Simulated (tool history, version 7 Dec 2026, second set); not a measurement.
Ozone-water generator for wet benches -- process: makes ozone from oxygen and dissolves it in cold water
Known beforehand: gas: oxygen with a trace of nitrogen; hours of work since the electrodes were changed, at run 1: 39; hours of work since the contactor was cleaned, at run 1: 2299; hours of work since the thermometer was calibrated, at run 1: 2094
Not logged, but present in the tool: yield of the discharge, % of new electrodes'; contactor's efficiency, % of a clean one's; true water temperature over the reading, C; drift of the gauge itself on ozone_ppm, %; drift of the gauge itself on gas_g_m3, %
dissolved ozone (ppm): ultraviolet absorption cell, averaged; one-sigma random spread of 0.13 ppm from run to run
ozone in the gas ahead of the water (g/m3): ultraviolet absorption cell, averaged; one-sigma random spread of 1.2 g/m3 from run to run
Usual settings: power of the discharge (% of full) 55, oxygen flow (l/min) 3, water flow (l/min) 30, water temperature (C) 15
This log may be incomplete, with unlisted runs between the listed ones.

run    hour  power of the discharge (% of full)  oxygen flow (l/min)  water flow (l/min)  water temperature (C)  hours of work since the electrodes were changed  hours of work since the contactor was cleaned  hours of work since the thermometer was calibrated  dissolved ozone (ppm)  ozone in the gas ahead of the water (g/m3)
  1       0                                  55                    3                  30                     15                                               39                                           2299                                                2094                   13.3                                       216.4
  2    79.8                                  55                    3                  30                     15                                              111                                           2371                                                2166                   13.6                                       215.8
  3   217.6                                  55                    3                  30                     15                                              235                                           2495                                                2290                   13.3                                       215.6
  4   386.8                                  55                    3                  30                     15                                              388                                           2648                                                2443                   13.4                                       218.1
  5   479.5                                  55                    3                  30                     15                                              471                                           2732                                                2526                   13.1                                       216.4
  6   554.8                                  55                    3                  30                     15                                              539                                           2800                                                2594                   13.2                                       216.4
  7   730.6                                  80                    3                  30                     15                                              698                                           2958                                                2753                   17.5                                       284.4
  8   821.7                                  55                    3                  30                     16                                              780                                           3040                                                2835                   13.2                                       216.3
  9  1007.7                                  55                    3                  30                     15                                              948                                           3208                                                3003                   13.4                                       218.7
 10  1170.8                                  55                    3                  30                     15                                             1095                                           3355                                                3150                   13.2                                       216.6
 11  1333.8                                  55                    3                  30                     15                                             1242                                           3502                                                3297                   13.1                                       217.2
 12    1459                                  55                    3                  30                     15                                             1355                                           3615                                                3410                   13.3                                       216.9
 13  1599.6                                  55                    3                  30                     15                                             1482                                           3742                                                3537                   13.3                                       214.4
 14  1725.2                                  55                    3                  30                     15                                             1595                                           3855                                                3650                   13.3                                         217
 15  1854.3                                  55                    3                  30                     15                                             1711                                           3972                                                3766                   13.4                                       214.8
 16  1946.6                                  55                    3                  30                     15                                             1794                                           4055                                                3850                   13.3                                       214.6
 17  2095.7                                  51                 1.62                  30                     13                                             1929                                           4189                                                3984                   10.2                                       271.8
 18  2207.9                                  55                    3                  19                      7                                             2030                                           4291                                                4085                   21.2                                         215
 19  2306.2                                  75                    3                  30                     15                                             2119                                           4379                                                4174                   16.6                                       270.8
 20  2435.4                                  55                    3                  42                     14                                             2235                                           4496                                                4290                    9.5                                       216.6

What will run 21 give?
 21  2617.7                                  55                    3                  42                     11                                             2400                                           4660                                                4455                      ?                                           ?

dissolved ozone (ppm): 9.5
ozone in the gas ahead of the water (g/m3): 216.4
Minus the tool's unlogged condition, the same run would have read dissolved ozone (ppm) 9.5, ozone in the gas ahead of the water (g/m3) 216.5.

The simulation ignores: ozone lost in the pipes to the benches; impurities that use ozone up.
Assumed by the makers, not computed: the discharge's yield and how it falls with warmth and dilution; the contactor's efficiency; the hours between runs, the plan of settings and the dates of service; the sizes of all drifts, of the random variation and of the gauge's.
